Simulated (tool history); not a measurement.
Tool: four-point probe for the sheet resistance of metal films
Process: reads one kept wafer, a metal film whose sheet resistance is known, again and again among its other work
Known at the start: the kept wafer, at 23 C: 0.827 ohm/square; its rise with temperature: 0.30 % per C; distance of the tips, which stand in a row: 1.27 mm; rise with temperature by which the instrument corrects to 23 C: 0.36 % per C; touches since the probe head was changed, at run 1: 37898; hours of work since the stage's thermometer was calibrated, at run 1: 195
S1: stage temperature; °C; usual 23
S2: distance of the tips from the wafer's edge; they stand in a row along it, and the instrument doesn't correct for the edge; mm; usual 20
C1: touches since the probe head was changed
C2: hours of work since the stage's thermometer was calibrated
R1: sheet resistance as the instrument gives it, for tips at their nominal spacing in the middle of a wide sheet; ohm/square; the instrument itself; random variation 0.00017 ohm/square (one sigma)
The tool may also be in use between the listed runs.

run 1 hour=0.0 | S1=23 S2=20 | C1=37898 C2=195 | R1=0.818923
run 2 hour=20.8 | S1=23 S2=20 | C1=39200 C2=211 | R1=0.818755
run 3 hour=48.2 | S1=23 S2=20 | C1=40914 C2=232 | R1=0.818586
run 4 hour=82.9 | S1=23 S2=20 | C1=43079 C2=258 | R1=0.818365
run 5 hour=115.6 | S1=23 S2=20 | C1=45128 C2=282 | R1=0.818213
run 6 hour=136.5 | S1=34 S2=20 | C1=46436 C2=298 | R1=0.812534
run 7 hour=178.2 | S1=34 S2=20 | C1=49039 C2=329 | R1=0.812551
run 8 hour=208.7 | S1=34 S2=20 | C1=50948 C2=352 | R1=0.812240
run 9 hour=230.9 | S1=34 S2=20 | C1=52334 C2=369 | R1=0.811980
run 10 hour=254.1 | S1=34 S2=20 | C1=53784 C2=386 | R1=0.811629
run 11 hour=291.9 | S1=29 S2=20 | C1=56149 C2=415 | R1=0.813654
run 12 hour=322.2 | S1=18 S2=57 | C1=58040 C2=438 | R1=0.816833
run 13 hour=344.2 | S1=22 S2=28 | C1=59420 C2=454 | R1=0.815577
run 14 hour=375.3 | S1=27 S2=28 | C1=61364 C2=478 | R1=0.812678
run 15 hour=416.4 | S1=34 S2=69 | C1=63936 C2=509 | R1=0.808514
run 16 hour=434.5 | S1=19 S2=33 | C1=65064 C2=522 | R1=0.815373
run 17 hour=465.8 | S1=19 S2=33 | C1=67021 C2=546 | R1=0.815407
run 18 hour=502.9 | S1=26 S2=20 | C1=69339 C2=574 | R1=0.812764
-- hour=507.9 new probe head fitted
run 19 hour=537.2 | S1=28 S2=27 | C1=1835 C2=599 | R1=0.826653
run 20 hour=573.6 | S1=28 S2=27 | C1=4111 C2=626 | R1=0.826614
run 21 hour=610.4 | S1=24 S2=20 | C1=6413 C2=654 | R1=0.829078
run 22 hour=639.5 | S1=24 S2=20 | C1=8228 C2=676 | R1=0.828405

How the hidden state differs across the entries between the runs, from the last listed run before each to the first after it:
Between runs 18 and 19: new probe head fitted (hour 507.9)
  inner tips' distance over the nominal, %: -1.565 -> 0.189; tips' flats over new ones', %: 52 -> 1; wafer's true temperature over the reading, C: -0.21 -> -0.22
  measured less the result without the state, R1: -0.014499 -> +0.001136 ohm/square
